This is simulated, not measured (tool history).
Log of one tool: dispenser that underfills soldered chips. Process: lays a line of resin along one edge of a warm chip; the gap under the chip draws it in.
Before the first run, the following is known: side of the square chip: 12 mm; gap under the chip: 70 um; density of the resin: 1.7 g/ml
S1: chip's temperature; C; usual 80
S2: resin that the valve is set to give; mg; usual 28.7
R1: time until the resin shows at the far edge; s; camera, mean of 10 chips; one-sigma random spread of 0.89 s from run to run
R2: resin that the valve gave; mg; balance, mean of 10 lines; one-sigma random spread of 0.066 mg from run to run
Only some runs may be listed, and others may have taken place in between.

{"run": 1, "hour": 0.0, "S1": 80, "S2": 28.7, "R1": 122.7, "R2": 28.45}
{"hour": 5.0, "done": "new syringe of resin"}
{"run": 2, "hour": 6.8, "S1": 80, "S2": 28.7, "R1": 88.2, "R2": 28.13}
{"run": 3, "hour": 13.7, "S1": 80, "S2": 28.7, "R1": 124.1, "R2": 28.2}
{"hour": 18.5, "done": "new syringe of resin"}
{"run": 4, "hour": 18.9, "S1": 80, "S2": 36.7, "R1": 79.2, "R2": 36.12}
{"run": 5, "hour": 25.7, "S1": 80, "S2": 28.7, "R1": 115.8, "R2": 28.12}
{"hour": 31.8, "done": "new syringe of resin"}
{"run": 6, "hour": 32.8, "S1": 80, "S2": 28.7, "R1": 84.0, "R2": 28.09}
{"run": 7, "hour": 38.2, "S1": 85, "S2": 30.6, "R1": 86.8, "R2": 30.0}
{"hour": 45.0, "done": "new syringe of resin"}
{"run": 8, "hour": 45.5, "S1": 81, "S2": 25.8, "R1": 77.3, "R2": 25.18}
{"run": 9, "hour": 51.4, "S1": 87, "S2": 26.0, "R1": 80.2, "R2": 25.23}
{"run": 10, "hour": 57.2, "S1": 71, "S2": 32.9, "R1": 224.0, "R2": 32.13}
{"hour": 58.2, "done": "new syringe of resin"}
{"run": 11, "hour": 64.5, "S1": 77, "S2": 24.9, "R1": 130.3, "R2": 24.13}
{"run": 12, "hour": 68.6, "S1": 65, "S2": 24.9, "R1": 290.2, "R2": 24.16}

Below are 4 alternative next runs, each starting from the tool's condition after run 12. Predict each:
{"hour": 71.7, "done": "new syringe of resin"}
{"run": "A", "hour": 72.8, "S1": 71, "S2": 33.9, "R1": "?", "R2": "?"}
{"hour": 71.7, "done": "new syringe of resin"}
{"run": "B", "hour": 72.8, "S1": 69, "S2": 24.9, "R1": "?", "R2": "?"}
{"hour": 71.7, "done": "new syringe of resin"}
{"run": "C", "hour": 72.8, "S1": 73, "S2": 33.7, "R1": "?", "R2": "?"}
{"hour": 71.7, "done": "new syringe of resin"}
{"run": "D", "hour": 72.8, "S1": 67, "S2": 24.9, "R1": "?", "R2": "?"}

run=A R1=126.3 R2=32.85
run=B R1=145.1 R2=24.16
run=C R1=115.3 R2=32.64
run=D R1=161.7 R2=24.26
Without the tool's unlogged condition, the same runs would have read:
run=A R1=126.5 R2=33.86
run=B R1=144.6 R2=24.90
run=C R1=115.3 R2=33.65
run=D R1=161.4 R2=25.00
